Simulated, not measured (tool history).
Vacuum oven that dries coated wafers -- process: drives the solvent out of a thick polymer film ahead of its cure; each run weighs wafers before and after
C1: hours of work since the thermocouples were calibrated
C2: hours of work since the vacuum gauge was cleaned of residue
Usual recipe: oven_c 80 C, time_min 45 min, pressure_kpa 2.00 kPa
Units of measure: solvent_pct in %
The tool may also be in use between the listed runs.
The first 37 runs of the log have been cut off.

{"run": 38, "hour": 529.9, "oven_c": 81, "time_min": 60, "pressure_kpa": 3.66, "C1": 675, "C2": 647, "solvent_pct": 3.21}
{"run": 39, "hour": 542.9, "oven_c": 81, "time_min": 60, "pressure_kpa": 3.66, "C1": 681, "C2": 653, "solvent_pct": 3.14}
{"run": 40, "hour": 562.7, "oven_c": 66, "time_min": 57, "pressure_kpa": 7.24, "C1": 690, "C2": 662, "solvent_pct": 11.28}
{"run": 41, "hour": 576.9, "oven_c": 80, "time_min": 45, "pressure_kpa": 6.82, "C1": 697, "C2": 669, "solvent_pct": 6.35}
{"run": 42, "hour": 587.9, "oven_c": 71, "time_min": 26, "pressure_kpa": 2.48, "C1": 702, "C2": 674, "solvent_pct": 10.16}
{"run": 43, "hour": 597.8, "oven_c": 89, "time_min": 34, "pressure_kpa": 2.07, "C1": 707, "C2": 679, "solvent_pct": 2.68}
{"run": 44, "hour": 617.0, "oven_c": 89, "time_min": 34, "pressure_kpa": 2.07, "C1": 716, "C2": 688, "solvent_pct": 2.75}
{"run": 45, "hour": 630.6, "oven_c": 89, "time_min": 34, "pressure_kpa": 4.74, "C1": 723, "C2": 695, "solvent_pct": 3.91}
{"run": 46, "hour": 650.6, "oven_c": 74, "time_min": 45, "pressure_kpa": 6.38, "C1": 733, "C2": 705, "solvent_pct": 8.23}
{"run": 47, "hour": 661.0, "oven_c": 74, "time_min": 45, "pressure_kpa": 6.38, "C1": 738, "C2": 710, "solvent_pct": 8.08}

Each row is a separate what-if for the run after 47, all from the same tool condition, not one after another. Results?
{"run": "A", "hour": 672.3, "oven_c": 91, "time_min": 45, "pressure_kpa": 2.06, "C1": 743, "C2": 715, "solvent_pct": "?"}
{"run": "B", "hour": 672.3, "oven_c": 80, "time_min": 30, "pressure_kpa": 2.0, "C1": 743, "C2": 715, "solvent_pct": "?"}
{"run": "C", "hour": 672.3, "oven_c": 88, "time_min": 45, "pressure_kpa": 1.5, "C1": 743, "C2": 715, "solvent_pct": "?"}

run=A solvent_pct=1.48
run=B solvent_pct=5.77
run=C solvent_pct=1.67
With no hidden state in the tool, these same runs would have given:
run=A solvent_pct=1.34
run=B solvent_pct=5.43
run=C solvent_pct=1.50

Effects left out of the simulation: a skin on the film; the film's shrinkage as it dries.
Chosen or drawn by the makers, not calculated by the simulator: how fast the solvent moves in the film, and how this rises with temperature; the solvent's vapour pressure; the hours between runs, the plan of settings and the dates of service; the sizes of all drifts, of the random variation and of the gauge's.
